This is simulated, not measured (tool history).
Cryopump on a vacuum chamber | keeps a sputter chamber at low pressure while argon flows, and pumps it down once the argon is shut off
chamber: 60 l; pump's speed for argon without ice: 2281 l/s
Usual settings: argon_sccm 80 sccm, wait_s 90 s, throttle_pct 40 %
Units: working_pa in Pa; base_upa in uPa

| run | hour | argon_sccm | wait_s | throttle_pct | working_pa | base_upa |
|---|---|---|---|---|---|---|
| 1 | 0 | 80 | 90 | 40 | 0.1496 | 1.19 |
| 2 | 53.4 | 80 | 90 | 40 | 0.1484 | 1.2 |
| 3 | 95 | 80 | 90 | 40 | 0.1497 | 1.22 |
| 4 | 153.5 | 80 | 90 | 40 | 0.1498 | 1.23 |
| 5 | 196.1 | 80 | 90 | 40 | 0.151 | 1.3 |
| 6 | 234.6 | 80 | 90 | 40 | 0.1513 | 1.31 |
| 7 | 275 | 80 | 93 | 40 | 0.1497 | 1.29 |
| 8 | 301.3 | 80 | 93 | 40 | 0.1509 | 1.37 |
| 9 | 331.9 | 80 | 90 | 40 | 0.1509 | 1.42 |
| 10 | 357.4 | 106 | 90 | 40 | 0.2008 | 1.36 |
| 11 | 383.6 | 106 | 90 | 40 | 0.2007 | 1.38 |
| 12 | 430.8 | 106 | 90 | 40 | 0.1996 | 1.44 |
| 13 | 468.9 | 106 | 90 | 40 | 0.2021 | 1.49 |
| 14 | 527.5 | 106 | 90 | 40 | 0.2021 | 1.52 |
| 15 | 555.1 | 106 | 90 | 49 | 0.1654 | 1.47 |
| 16 | 611.6 | 80 | 90 | 40 | 0.1529 | 1.58 |
| 17 | 663.7 | 32 | 90 | 40 | 0.0614 | 1.63 |
| 18 | 693.3 | 81 | 27 | 23 | 0.2654 | 2.05 |
| 19 | 732.5 | 80 | 52 | 40 | 0.1541 | 1.76 |
| 20 | 760.4 | 80 | 52 | 40 | 0.1541 | 1.82 |
| 21 | 793.2 | 73 | 21 | 46 | 0.1228 | 2.28 |
| 22 | 851.4 | 37 | 90 | 56 | 0.052 | 1.74 |
| 23 | 892.6 | 80 | 277 | 41 | 0.1501 | 1.66 |
| 24 | 916.8 | 133 | 279 | 58 | 0.1813 | 1.59 |
| 25 | 968.3 | 97 | 90 | 39 | 0.1928 | 1.82 |
| 26 | 1006.2 | 97 | 90 | 39 | 0.1927 | 0.35 |
| 27 | 1056.1 | 80 | 225 | 21 | 0.2919 | 0.28 |
| 28 | 1096.8 | 93 | 90 | 32 | 0.2243 | 0.45 |
| 29 | 1151.1 | 46 | 46 | 31 | 0.1132 | 0.65 |
| 30 | 1202.6 | 39 | 45 | 28 | 0.107 | 0.68 |
| 31 | 1237.2 | 39 | 45 | 28 | 0.1074 | 0.69 |
| 32 | 1275.7 | 55 | 45 | 23 | 0.1826 | 0.76 |
| 33 | 1314.3 | 83 | 45 | 39 | 0.1681 | 0.74 |
| 34 | 1372 | 80 | 45 | 33 | 0.1899 | 0.84 |

Not shown: 1 entry that the log had between the listed runs. Between which runs, and how does the tool's hidden state differ before and after?
Between runs 25 and 26: leaking fittings of the chamber tightened, without venting (hour 985.8)
  pump's speed, % of a pump's without ice: 90.9 -> 90.5; cold plate's temperature, K: 12.8 -> 12.81; leak into the chamber, uPa l/s: 3297 -> 349
  measured less the result without the state, working_pa: +0.0085 -> +0.0088 Pa; base_upa: +1.47 -> +0.04 uPa
